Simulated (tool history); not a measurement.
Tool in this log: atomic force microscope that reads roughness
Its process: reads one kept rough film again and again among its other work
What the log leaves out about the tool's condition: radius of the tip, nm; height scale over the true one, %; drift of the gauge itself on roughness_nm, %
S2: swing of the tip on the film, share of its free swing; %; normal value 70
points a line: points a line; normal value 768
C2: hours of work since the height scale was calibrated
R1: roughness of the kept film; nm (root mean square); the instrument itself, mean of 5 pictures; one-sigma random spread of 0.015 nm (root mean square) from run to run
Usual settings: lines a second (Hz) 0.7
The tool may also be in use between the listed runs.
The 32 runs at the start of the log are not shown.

Run 33, hour 540.4: usual settings but lines a second (Hz) 0.855, points a line 279; pictures with this tip 49; C2 35. Result: R1 3.142 nm (root mean square).
Run 34, hour 555.3: usual settings but lines a second (Hz) 0.536, S2 87 %, points a line 349; pictures with this tip 62; C2 41. Result: R1 3.019 nm (root mean square).
Run 35, hour 569.9: usual settings but lines a second (Hz) 1.242, S2 73 %, points a line 522; pictures with this tip 75; C2 47. Result: R1 2.923 nm (root mean square).
At hour 578.9: new tip fitted.
Run 36, hour 585: usual settings but lines a second (Hz) 1.133, S2 66 %, points a line 264; pictures with this tip 5; C2 53. Result: R1 3.586 nm (root mean square).
Run 37, hour 601: usual settings but lines a second (Hz) 3.13, S2 78 %, points a line 471; pictures with this tip 19; C2 60. Result: R1 3.236 nm (root mean square).
Run 38, hour 617.9: usual settings but lines a second (Hz) 3.13, S2 78 %, points a line 471; pictures with this tip 33; C2 67. Result: R1 3.106 nm (root mean square).
Run 39, hour 636: usual settings but lines a second (Hz) 0.648, S2 76 %, points a line 310; pictures with this tip 49; C2 74. Result: R1 3.187 nm (root mean square).
Run 40, hour 654: usual settings but lines a second (Hz) 0.597, S2 76 %, points a line 347; pictures with this tip 65; C2 82. Result: R1 3.055 nm (root mean square).
Run 41, hour 669.6: usual settings but lines a second (Hz) 0.919, S2 64 %, points a line 414; pictures with this tip 78; C2 88. Result: R1 2.985 nm (root mean square).
At hour 675.2: new tip fitted.
Run 42, hour 679.5: usual settings but lines a second (Hz) 1.596, S2 61 %, points a line 424; pictures with this tip 4; C2 92. Result: R1 3.623 nm (root mean square).
Run 43, hour 691.2: usual settings but S2 74 %; pictures with this tip 14; C2 97. Result: R1 3.524 nm (root mean square).
Run 44, hour 703.5: usual settings but S2 74 %; pictures with this tip 25; C2 102. Result: R1 3.413 nm (root mean square).
Run 45, hour 719.9: usual settings but lines a second (Hz) 1.648, points a line 311; pictures with this tip 39; C2 109. Result: R1 3.219 nm (root mean square).
Run 46, hour 732.6: usual settings but lines a second (Hz) 1.648, S2 60 %, points a line 311; pictures with this tip 50; C2 115. Result: R1 3.156 nm (root mean square).
Run 47, hour 744.7: usual settings but S2 85 %, points a line 492; pictures with this tip 60; C2 120. Result: R1 3.078 nm (root mean square).
Run 48, hour 765.4: usual settings but S2 85 %, points a line 492; pictures with this tip 78; C2 128. Result: R1 2.908 nm (root mean square).
At hour 769.8: new tip fitted.
Run 49, hour 787.9: usual settings but lines a second (Hz) 2.058, S2 79 %, points a line 470; pictures with this tip 15; C2 137. Result: R1 3.347 nm (root mean square).
Run 50, hour 804.8: usual settings but lines a second (Hz) 2.058, S2 79 %, points a line 470; pictures with this tip 30; C2 145. Result: R1 3.225 nm (root mean square).
Run 51, hour 816.9: usual settings but lines a second (Hz) 2.058, S2 79 %, points a line 470; pictures with this tip 40; C2 150. Result: R1 3.122 nm (root mean square).
Run 52, hour 834: usual settings but lines a second (Hz) 0.658, S2 79 %, points a line 427; pictures with this tip 55; C2 157. Result: R1 3.153 nm (root mean square).

Branching from run 52: 4 alternative next runs. What would each branch give?
Run A, hour 848.8: usual settings but points a line 742; pictures with this tip 68; C2 163. Result: R1 ?.
Run B, hour 848.8: usual settings but lines a second (Hz) 1.019, S2 64 %, points a line 761; pictures with this tip 68; C2 163. Result: R1 ?.
Run C, hour 848.8: usual settings but lines a second (Hz) 2.579, S2 78 %, points a line 427; pictures with this tip 68; C2 163. Result: R1 ?.
Run D, hour 848.8: usual settings but lines a second (Hz) 1.614, S2 63 %, points a line 502; pictures with this tip 68; C2 163. Result: R1 ?.

run     R1
  A   3.07
  B  3.063
  C  2.854
  D  3.054
What these runs would have given with no unlogged condition in the tool:
run     R1
  A   3.71
  B  3.702
  C  3.449
  D  3.691
